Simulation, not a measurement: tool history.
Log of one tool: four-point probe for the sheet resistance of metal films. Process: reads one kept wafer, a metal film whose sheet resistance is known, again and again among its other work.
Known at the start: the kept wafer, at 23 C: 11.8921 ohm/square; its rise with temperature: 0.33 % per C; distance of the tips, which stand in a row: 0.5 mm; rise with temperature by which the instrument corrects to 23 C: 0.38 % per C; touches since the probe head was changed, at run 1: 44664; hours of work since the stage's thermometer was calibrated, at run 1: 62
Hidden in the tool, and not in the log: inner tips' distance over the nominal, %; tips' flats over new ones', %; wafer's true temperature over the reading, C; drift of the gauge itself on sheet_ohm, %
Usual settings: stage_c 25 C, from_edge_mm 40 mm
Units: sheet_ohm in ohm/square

run     day  stage_c  from_edge_mm  touches since the probe head was changed  hours of work since the stage's thermometer was calibrated  sheet_ohm
  1   0.000       25            40                                     44664                                                          62  11.920757
  2   0.800       25            40                                     45142                                                          72  11.922794
  3   1.404       25            40                                     45503                                                          80  11.923543
  4   2.233       29            40                                     45997                                                          91  11.895020
  5   3.317       29            40                                     46644                                                         106  11.901636
  6   4.212       25            22                                     47178                                                         118  11.928107
  7   5.529       25            22                                     47963                                                         135  11.927533
  8   6.142       22            40                                     48331                                                         143  11.943955
  9   7.338       22            40                                     49042                                                         159  11.947856
 10   8.158       25            40                                     49534                                                         170  11.928304
 11   9.138       25            40                                     50118                                                         183  11.931747
 12  10.179       25            40                                     50740                                                         196  11.926343
 13  10.912       25            40                                     51178                                                         206  11.931675
 14  11.896       25            40                                     51763                                                         219  11.935540
 15  13.117       25            40                                     52493                                                         235  11.934606
 16  14.004       25            40                                     53023                                                         247  11.935655
 17  14.862       25             5                                     53535                                                         258  12.005476
 18  15.450       25             5                                     53885                                                         266  11.995046
 19  16.650       25             5                                     54600                                                         282  11.999419
     16.729  -- stage's thermometer calibrated
 20  17.250       25             5                                     54947                                                           7  12.001771
 21  18.342       25             4                                     55600                                                          21  12.039927
 22  19.442       25             4                                     56255                                                          36  12.043289
 23  20.317       25            40                                     56776                                                          47  11.942654
 24  21.138       28            33                                     57267                                                          58  11.930301
     21.250  -- stage's thermometer calibrated, once more
 25  21.896       28            33                                     57708                                                           9  11.924228
 26  23.200       30            10                                     58486                                                          26  11.931378
 27  23.958       29            40                                     58937                                                          36  11.920638
 28  24.929       19             4                                     59518                                                          49  12.074194
 29  25.850       21            31                                     60068                                                          61  11.969752
 30  26.608       34            10                                     60519                                                          71  11.906377
 31  27.912       20            16                                     61298                                                          88  11.982274
 32  29.125       28            26                                     62023                                                         104  11.931074
 33  29.804       31             6                                     62428                                                         113  11.956005
 34  30.383       31             6                                     62772                                                         121  11.953394
 35  30.950       21            36                                     63112                                                         128  11.974585
 36  31.629       27             4                                     63515                                                         137  12.037696
 37  32.492       25            12                                     64030                                                         148  11.961259
 38  33.671       21             4                                     64735                                                         164  12.076455
 39  34.762       30             4                                     65386                                                         178  12.022464

The next listed run, before its measurement:
 40  35.775       31             3                                     65992                                                         192          ?

Run 40 gave sheet_ohm 12.095792 ohm/square.
Without the tool's hidden state the same run would have given sheet_ohm 12.020872 ohm/square.
